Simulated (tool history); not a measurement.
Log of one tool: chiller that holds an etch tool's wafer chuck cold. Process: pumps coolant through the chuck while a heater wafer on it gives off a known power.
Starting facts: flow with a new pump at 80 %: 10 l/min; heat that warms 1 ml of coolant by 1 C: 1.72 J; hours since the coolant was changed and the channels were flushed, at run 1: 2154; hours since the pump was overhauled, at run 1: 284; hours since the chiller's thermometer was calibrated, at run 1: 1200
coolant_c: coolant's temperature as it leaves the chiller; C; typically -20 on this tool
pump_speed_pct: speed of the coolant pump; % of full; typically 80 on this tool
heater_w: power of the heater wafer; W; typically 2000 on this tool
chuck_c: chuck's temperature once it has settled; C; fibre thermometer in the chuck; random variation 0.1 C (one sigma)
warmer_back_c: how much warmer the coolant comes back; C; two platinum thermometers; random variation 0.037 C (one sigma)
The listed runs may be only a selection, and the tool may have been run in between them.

run,hour,coolant_c,pump_speed_pct,heater_w,hours since the coolant was changed and the channels were flushed,hours since the pump was overhauled,hours since the chiller's thermometer was calibrated,chuck_c,warmer_back_c
1,0,-20,80,2000,2154,284,1200,4.6,7.04
2,44,-20,80,2000,2198,328,1244,4.9,7.11
3,84.2,-20,80,2000,2238,368,1284,4.8,7.06
4,114.4,-20,80,2000,2268,398,1314,5,7.15
5,146.7,-20,80,2000,2300,431,1347,4.9,7
6,185.9,-20,80,2000,2340,470,1386,5.1,7.08
7,231.8,-20,80,2000,2385,516,1432,4.9,7.11
8,279.6,-20,80,2000,2433,564,1479,5.2,7.09
9,326.4,-20,80,2000,2480,610,1526,5.1,7.16
10,354.6,-20,80,2000,2508,639,1555,5.1,7.07
11,392,-20,80,2000,2546,676,1592,5.2,7.22
12,433.7,-20,80,1297,2587,718,1634,-3.6,4.68
13,484.2,-20,82,2000,2638,768,1684,4.6,6.95
14,516.8,-20,80,2000,2670,801,1717,5.2,7.16
15,566,-20,80,1001,2720,850,1766,-7.1,3.59
16,612.1,-20,80,1001,2766,896,1812,-7,3.64
17,663,-29,80,2731,2817,947,1863,5.8,9.8
# hour 672: coolant pump overhauled
18,698.2,-12,94,2000,2847,26,1893,10.1,6.09
19,724.6,-12,94,2000,2873,53,1920,10.3,6.03
20,756.2,-12,94,2000,2905,84,1951,10.2,6.08
21,801.7,-20,72,1494,2950,130,1997,1.4,6.07
22,829.5,-22,79,1272,2978,158,2024,-5.3,4.68
# hour 851.4: coolant pump overhauled, once more
23,890.6,-23,65,2145,3034,39,2080,9.7,9.44
24,930.4,-23,65,2145,3074,79,2120,9.8,9.36
25,981.5,-23,65,2145,3125,130,2171,9.8,9.37
26,1035.4,-22,95,2440,3179,184,2225,3.9,7.18
27,1077.4,-22,95,2440,3221,226,2267,4,7.14
28,1106.4,-22,95,2440,3250,255,2296,4,7.17
29,1140,-11,70,2000,3284,289,2330,17.8,8.18
30,1172.7,-20,99,2000,3316,321,2363,0.7,5.55
31,1216.8,-29,80,1091,3360,365,2407,-15.2,3.88

What if the next run were any one of these 4? Each begins from the tool's condition after run 31:
A,1241.8,-26,80,2000,3385,390,2432,?,?
B,1241.8,-29,62,1280,3385,390,2432,?,?
C,1241.8,-10,80,1097,3385,390,2432,?,?
D,1241.8,-16,73,2058,3385,390,2432,?,?

run,chuck_c,warmer_back_c
A,-0.6,7.01
B,-8.1,6.01
C,4.1,3.87
D,12.4,8.1
What these runs would have given with no unlogged condition in the tool:
run,chuck_c,warmer_back_c
A,-2.4,6.91
B,-9.6,5.93
C,3,3.82
D,10.4,8

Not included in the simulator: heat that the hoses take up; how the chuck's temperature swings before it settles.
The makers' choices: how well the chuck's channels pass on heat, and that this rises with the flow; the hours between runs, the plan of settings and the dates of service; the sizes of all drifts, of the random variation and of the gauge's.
